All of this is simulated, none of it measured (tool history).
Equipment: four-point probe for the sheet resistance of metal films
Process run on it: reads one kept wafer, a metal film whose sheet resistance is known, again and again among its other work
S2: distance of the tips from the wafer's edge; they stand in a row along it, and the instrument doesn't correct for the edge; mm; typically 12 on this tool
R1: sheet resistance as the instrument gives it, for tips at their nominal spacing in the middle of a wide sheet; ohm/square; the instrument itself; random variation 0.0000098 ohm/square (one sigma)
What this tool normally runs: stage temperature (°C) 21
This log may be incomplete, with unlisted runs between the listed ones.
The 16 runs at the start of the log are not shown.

run 17 hour=566.0 | stage_temperature_(°C)=21 S2=12 | R1=0.048467
run 18 hour=594.9 | stage_temperature_(°C)=21 S2=16 | R1=0.048316
run 19 hour=627.3 | stage_temperature_(°C)=21 S2=12 | R1=0.048451
run 20 hour=675.0 | stage_temperature_(°C)=21 S2=12 | R1=0.048446
run 21 hour=717.8 | stage_temperature_(°C)=21 S2=12 | R1=0.048427
run 22 hour=770.1 | stage_temperature_(°C)=21 S2=8 | R1=0.048752
run 23 hour=802.4 | stage_temperature_(°C)=21 S2=48 | R1=0.048106
run 24 hour=831.3 | stage_temperature_(°C)=32 S2=7 | R1=0.049009
run 25 hour=873.2 | stage_temperature_(°C)=32 S2=4 | R1=0.050623
run 26 hour=902.7 | stage_temperature_(°C)=32 S2=4 | R1=0.050627
run 27 hour=926.6 | stage_temperature_(°C)=32 S2=15 | R1=0.048322
run 28 hour=973.9 | stage_temperature_(°C)=32 S2=15 | R1=0.048304
run 29 hour=1004.7 | stage_temperature_(°C)=25 S2=19 | R1=0.048177
run 30 hour=1050.8 | stage_temperature_(°C)=19 S2=47 | R1=0.048017
run 31 hour=1099.2 | stage_temperature_(°C)=28 S2=4 | R1=0.050518
run 32 hour=1129.0 | stage_temperature_(°C)=20 S2=28 | R1=0.048021
run 33 hour=1179.4 | stage_temperature_(°C)=20 S2=28 | R1=0.048014
run 34 hour=1226.1 | stage_temperature_(°C)=21 S2=3 | R1=0.052151

Estimate the outcome of run 35 from the log above:
run 35 hour=1255.2 | stage_temperature_(°C)=20 S2=33 | R1=?

{"run 35": {"R1": 0.047965}}
With no hidden state in the tool, this same run would have given R1 0.048614 ohm/square.
